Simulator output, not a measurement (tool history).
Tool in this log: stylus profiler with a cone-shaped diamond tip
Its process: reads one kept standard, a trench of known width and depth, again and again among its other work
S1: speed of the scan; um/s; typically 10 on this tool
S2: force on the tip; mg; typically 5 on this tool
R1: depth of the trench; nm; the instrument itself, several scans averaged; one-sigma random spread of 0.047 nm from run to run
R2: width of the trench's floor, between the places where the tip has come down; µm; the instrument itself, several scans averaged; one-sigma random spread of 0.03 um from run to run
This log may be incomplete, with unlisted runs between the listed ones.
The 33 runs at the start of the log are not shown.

{"run": 34, "hour": 1277.7, "S1": 29, "S2": 5.34, "R1": 203.72, "R2": 27.06}
{"run": 35, "hour": 1319.8, "S1": 29, "S2": 5.34, "R1": 203.72, "R2": 27.07}
{"run": 36, "hour": 1357.1, "S1": 16, "S2": 5.35, "R1": 203.72, "R2": 27.13}
{"run": 37, "hour": 1409.0, "S1": 2, "S2": 2.1, "R1": 201.97, "R2": 27.24}
{"run": 38, "hour": 1444.8, "S1": 2, "S2": 2.1, "R1": 201.97, "R2": 27.2}
{"run": 39, "hour": 1480.6, "S1": 2, "S2": 2.1, "R1": 202.05, "R2": 27.2}
{"run": 40, "hour": 1513.2, "S1": 6, "S2": 5, "R1": 203.54, "R2": 27.1}
{"run": 41, "hour": 1535.4, "S1": 6, "S2": 5, "R1": 203.64, "R2": 27.14}
{"run": 42, "hour": 1582.5, "S1": 6, "S2": 5, "R1": 203.64, "R2": 27.11}
{"run": 43, "hour": 1621.0, "S1": 22, "S2": 7.45, "R1": 204.62, "R2": 27.11}
{"run": 44, "hour": 1666.0, "S1": 14, "S2": 3.35, "R1": 202.91, "R2": 27.12}
{"run": 45, "hour": 1692.0, "S1": 10, "S2": 11.12, "R1": 206.08, "R2": 27.12}
{"run": 46, "hour": 1741.5, "S1": 38, "S2": 4.93, "R1": 203.5, "R2": 26.99}

Consider 3 possible next runs. They are alternatives, not a sequence: every one starts from the tool as it was left by run 46. What does each give?
{"run": "A", "hour": 1772.0, "S1": 38, "S2": 3.43, "R1": "?", "R2": "?"}
{"run": "B", "hour": 1772.0, "S1": 10, "S2": 2.18, "R1": "?", "R2": "?"}
{"run": "C", "hour": 1772.0, "S1": 24, "S2": 4.93, "R1": "?", "R2": "?"}

run=A R1=202.76 R2=26.99
run=B R1=202.04 R2=27.15
run=C R1=203.58 R2=27.12
What these runs would have given with no unlogged condition in the tool:
run=A R1=202.76 R2=27.01
run=B R1=202.04 R2=27.17
run=C R1=203.58 R2=27.14

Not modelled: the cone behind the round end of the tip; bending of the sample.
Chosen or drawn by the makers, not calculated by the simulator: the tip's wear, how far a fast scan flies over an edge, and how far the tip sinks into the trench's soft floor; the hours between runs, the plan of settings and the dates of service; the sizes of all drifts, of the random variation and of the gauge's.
